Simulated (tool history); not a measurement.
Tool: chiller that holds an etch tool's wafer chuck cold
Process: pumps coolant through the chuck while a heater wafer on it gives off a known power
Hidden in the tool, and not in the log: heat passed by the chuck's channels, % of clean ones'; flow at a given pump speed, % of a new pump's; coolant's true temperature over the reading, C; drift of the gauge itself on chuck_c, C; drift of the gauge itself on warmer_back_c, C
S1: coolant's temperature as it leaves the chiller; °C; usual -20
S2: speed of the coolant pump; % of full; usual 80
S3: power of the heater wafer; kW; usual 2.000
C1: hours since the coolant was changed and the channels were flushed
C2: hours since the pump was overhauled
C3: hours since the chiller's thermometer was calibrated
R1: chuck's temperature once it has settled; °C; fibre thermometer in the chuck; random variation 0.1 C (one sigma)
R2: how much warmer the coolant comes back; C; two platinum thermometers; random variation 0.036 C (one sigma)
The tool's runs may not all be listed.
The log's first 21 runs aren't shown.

{"hour": 494.7, "done": "chiller's thermometer calibrated"}
{"run": 22, "hour": 522.4, "S1": -23, "S2": 89, "S3": 2.391, "C1": 1624, "C2": 2709, "C3": 28, "R1": -3.7, "R2": 7.3}
{"run": 23, "hour": 555.6, "S1": -21, "S2": 72, "S3": 2.486, "C1": 1658, "C2": 2742, "C3": 61, "R1": 2.0, "R2": 9.56}
{"run": 24, "hour": 588.3, "S1": -23, "S2": 80, "S3": 1.871, "C1": 1690, "C2": 2775, "C3": 94, "R1": -6.8, "R2": 6.41}
{"run": 25, "hour": 611.4, "S1": -11, "S2": 80, "S3": 2.0, "C1": 1713, "C2": 2798, "C3": 117, "R1": 6.2, "R2": 6.88}
{"hour": 615.0, "done": "chiller's thermometer calibrated, once more"}
{"run": 26, "hour": 640.6, "S1": -11, "S2": 94, "S3": 1.739, "C1": 1742, "C2": 2826, "C3": 26, "R1": 2.7, "R2": 5.01}
{"run": 27, "hour": 662.7, "S1": -19, "S2": 94, "S3": 1.739, "C1": 1764, "C2": 2848, "C3": 48, "R1": -5.5, "R2": 5.04}
{"run": 28, "hour": 685.2, "S1": -13, "S2": 86, "S3": 1.473, "C1": 1786, "C2": 2871, "C3": 70, "R1": -1.1, "R2": 4.69}
{"run": 29, "hour": 715.8, "S1": -13, "S2": 86, "S3": 1.473, "C1": 1817, "C2": 2901, "C3": 101, "R1": -1.1, "R2": 4.68}
{"run": 30, "hour": 743.7, "S1": -20, "S2": 81, "S3": 2.0, "C1": 1845, "C2": 2929, "C3": 129, "R1": -3.2, "R2": 6.76}
{"run": 31, "hour": 761.3, "S1": -27, "S2": 95, "S3": 2.158, "C1": 1862, "C2": 2947, "C3": 146, "R1": -10.5, "R2": 6.2}

4 ways to go on from here, each from the tool as it stands after run 31. What would each give?
{"run": "A", "hour": 793.4, "S1": -25, "S2": 80, "S3": 2.0, "C1": 1894, "C2": 2979, "C3": 178, "R1": "?", "R2": "?"}
{"run": "B", "hour": 793.4, "S1": -12, "S2": 92, "S3": 2.615, "C1": 1894, "C2": 2979, "C3": 178, "R1": "?", "R2": "?"}
{"run": "C", "hour": 793.4, "S1": -15, "S2": 84, "S3": 2.0, "C1": 1894, "C2": 2979, "C3": 178, "R1": "?", "R2": "?"}
{"run": "D", "hour": 793.4, "S1": -27, "S2": 68, "S3": 2.158, "C1": 1894, "C2": 2979, "C3": 178, "R1": "?", "R2": "?"}

run=A R1=-7.9 R2=6.87
run=B R1=8.6 R2=7.68
run=C R1=1.8 R2=6.55
run=D R1=-6.7 R2=8.87
Without the tool's hidden state the same runs would have given:
run=A R1=-8.5 R2=6.78
run=B R1=7.9 R2=7.59
run=C R1=1.2 R2=6.47
run=D R1=-7.4 R2=8.76
